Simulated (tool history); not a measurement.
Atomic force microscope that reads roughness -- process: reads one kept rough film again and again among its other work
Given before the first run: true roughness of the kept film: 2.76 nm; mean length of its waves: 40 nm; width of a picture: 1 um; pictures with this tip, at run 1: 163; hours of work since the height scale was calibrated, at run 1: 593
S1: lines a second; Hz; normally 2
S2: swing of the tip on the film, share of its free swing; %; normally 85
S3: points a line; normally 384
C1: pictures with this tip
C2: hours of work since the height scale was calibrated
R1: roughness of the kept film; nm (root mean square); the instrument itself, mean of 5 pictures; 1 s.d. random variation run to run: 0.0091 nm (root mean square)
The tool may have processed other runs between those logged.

| run | hour | S1 | S2 | S3 | C1 | C2 | R1 |
|---|---|---|---|---|---|---|---|
| 1 | 0 | 2 | 85 | 384 | 163 | 593 | 1.871 |
| 2 | 38.8 | 2 | 85 | 489 | 218 | 610 | 1.833 |
| 3 | 65.8 | 2 | 85 | 489 | 256 | 622 | 1.788 |
| 4 | 84.7 | 2 | 85 | 489 | 283 | 630 | 1.778 |
| 5 | 110 | 2 | 85 | 873 | 319 | 641 | 1.753 |
|  | 139.4 | new tip fitted |
| 6 | 139.4 | 2 | 85 | 873 | 0 | 654 | 2.039 |
| 7 | 177.9 | 2 | 85 | 873 | 55 | 671 | 1.992 |
| 8 | 203.9 | 2 | 85 | 873 | 92 | 682 | 1.958 |
| 9 | 241.1 | 1.29 | 85 | 384 | 145 | 699 | 2.035 |
| 10 | 267.4 | 1.29 | 83 | 384 | 182 | 710 | 1.999 |
| 11 | 306.6 | 0.8 | 83 | 384 | 238 | 728 | 2.078 |
| 12 | 338 | 0.8 | 83 | 384 | 282 | 741 | 2.034 |
| 13 | 359 | 2 | 84 | 384 | 312 | 751 | 1.751 |
| 14 | 376.8 | 2 | 84 | 565 | 338 | 758 | 1.737 |
|  | 392.1 | new tip fitted |
| 15 | 417.9 | 2 | 88 | 384 | 36 | 776 | 1.946 |
| 16 | 447.5 | 2 | 88 | 384 | 78 | 789 | 1.927 |
| 17 | 476.6 | 2 | 88 | 384 | 120 | 802 | 1.851 |
| 18 | 502.6 | 2 | 88 | 384 | 157 | 814 | 1.827 |
| 19 | 542 | 2 | 85 | 547 | 213 | 831 | 1.855 |
| 20 | 568.3 | 2 | 85 | 547 | 250 | 843 | 1.812 |
| 21 | 601.8 | 2 | 75 | 384 | 298 | 857 | 1.927 |
| 22 | 618.4 | 0.54 | 84 | 597 | 321 | 865 | 2.066 |
| 23 | 640.6 | 0.54 | 84 | 940 | 353 | 874 | 2.033 |
|  | 646 | new tip fitted |
| 24 | 672.8 | 0.99 | 87 | 542 | 38 | 888 | 2.247 |
| 25 | 712.1 | 3.15 | 75 | 448 | 94 | 906 | 1.968 |
| 26 | 729.3 | 2.3 | 88 | 778 | 118 | 913 | 1.795 |
| 27 | 753.4 | 2 | 70 | 767 | 152 | 924 | 2.14 |
| 28 | 789 | 3.66 | 64 | 309 | 203 | 940 | 2.016 |
| 29 | 829.2 | 3.66 | 64 | 309 | 260 | 957 | 1.957 |
| 30 | 851.6 | 3.66 | 64 | 309 | 292 | 967 | 1.917 |
| 31 | 889.7 | 3.66 | 69 | 505 | 346 | 984 | 1.803 |
|  | 900.6 | new tip fitted |
| 32 | 907 | 2 | 80 | 262 | 9 | 991 | 2.134 |
| 33 | 933.1 | 2 | 85 | 300 | 46 | 1003 | 1.993 |
| 34 | 954.2 | 2 | 66 | 878 | 76 | 1012 | 2.283 |
| 35 | 980.9 | 1.82 | 65 | 585 | 114 | 1024 | 2.25 |
| 36 | 1004.2 | 0.79 | 62 | 382 | 147 | 1034 | 2.338 |
| 37 | 1025.3 | 1 | 64 | 304 | 177 | 1043 | 2.262 |
| 38 | 1048.4 | 2 | 90 | 384 | 210 | 1053 | 1.754 |
| 39 | 1080.8 | 3.92 | 90 | 729 | 256 | 1068 | 1.368 |
| 40 | 1101.6 | 3.92 | 90 | 729 | 285 | 1077 | 1.358 |
| 41 | 1133.3 | 3.92 | 90 | 729 | 330 | 1091 | 1.341 |

Hidden condition of the tool, last listed run before each entry between runs versus first listed run after:
Between runs 5 and 6: new tip fitted (hour 139.4)
  radius of the tip, nm: 38.9 -> 11.1; height scale over the true one, %: 0.64 -> 0.65
  measured less the result without the state, R1: -0.309 -> -0.001 nm (root mean square)
Between runs 14 and 15: new tip fitted (hour 392.1)
  radius of the tip, nm: 41.4 -> 13.2; height scale over the true one, %: 0.73 -> 0.75
  measured less the result without the state, R1: -0.332 -> -0.025 nm (root mean square)
Between runs 23 and 24: new tip fitted (hour 646)
  radius of the tip, nm: 40.5 -> 13.8; height scale over the true one, %: 0.83 -> 0.84
  measured less the result without the state, R1: -0.375 -> -0.035 nm (root mean square)
Between runs 31 and 32: new tip fitted (hour 900.6)
  radius of the tip, nm: 41.2 -> 11.2
  measured less the result without the state, R1: -0.34 -> +0.005 nm (root mean square)
